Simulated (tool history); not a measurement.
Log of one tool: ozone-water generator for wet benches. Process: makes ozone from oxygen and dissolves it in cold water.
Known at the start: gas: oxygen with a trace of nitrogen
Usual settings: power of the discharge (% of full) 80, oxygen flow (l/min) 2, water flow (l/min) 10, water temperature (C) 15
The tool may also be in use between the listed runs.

run	hour	power of the discharge (% of full)	oxygen flow (l/min)	water flow (l/min)	water temperature (C)	dissolved ozone (ppm)	ozone in the gas ahead of the water (g/m3)
1	0	80	2	10	15	30	292
2	165.8	80	2	10	15	29.8	293.5
3	287.3	80	2	10	15	30.1	291.9
4	458.2	80	2	10	15	30.1	295.2
5	590.3	80	2	10	15	29.8	294.9
6	693.5	80	2	10	15	30.1	294.7
7	777.9	80	2	10	15	29.7	296
8	924.8	80	2	10	15	29.6	295.1
9	996.5	80	2	10	15	30.2	297.9
10	1074.4	80	2	10	15	29.9	299.1
11	1166.7	80	2	10	15	29.7	295.9
12	1311.3	80	2	10	8	32.1	296.8
13	1442.5	80	2	10	8	32.2	301.8
14	1528.6	80	2	10	8	32	299.8
15	1692.4	55	2	10	11	21.8	213.1
16	1838.4	55	2	10	11	22.2	212.1
17	1928.9	80	2	10	10	31.4	298.2
18	2043.3	87	2	7	15	44.3	323.9
19	2144.3	78	2.41	11	16	27.2	273.4
20	2290.9	90	2.41	11	15	31.9	314.2
21	2404	90	2.41	11	15	31.8	309.6
22	2515.2	90	2.41	11	15	31.9	312.5
# hour 2615.6: gauge calibrated
23	2654.2	90	2.57	9	15	39	299.7
24	2800.9	90	2.57	9	15	38	298.3
25	2967.9	54	2.57	9	8	26.2	184.9
26	3094.9	74	2.78	11	11	28.5	238.3
27	3238.9	74	2.78	11	11	28.7	238.9

3 ways to go on from here, each from the tool as it stands after run 27. What would each give?
A	3345.2	80	2	8	15	?	?
B	3345.2	49	2	14	23	?	?
C	3345.2	80	1.22	10	13	?	?

run	dissolved ozone (ppm)	ozone in the gas ahead of the water (g/m3)
A	36.3	296.3
B	12.5	188.3
C	26.6	361.8
Without the tool's hidden state the same runs would have given:
run	dissolved ozone (ppm)	ozone in the gas ahead of the water (g/m3)
A	36.4	294.2
B	12.5	186.9
C	26.6	359.3

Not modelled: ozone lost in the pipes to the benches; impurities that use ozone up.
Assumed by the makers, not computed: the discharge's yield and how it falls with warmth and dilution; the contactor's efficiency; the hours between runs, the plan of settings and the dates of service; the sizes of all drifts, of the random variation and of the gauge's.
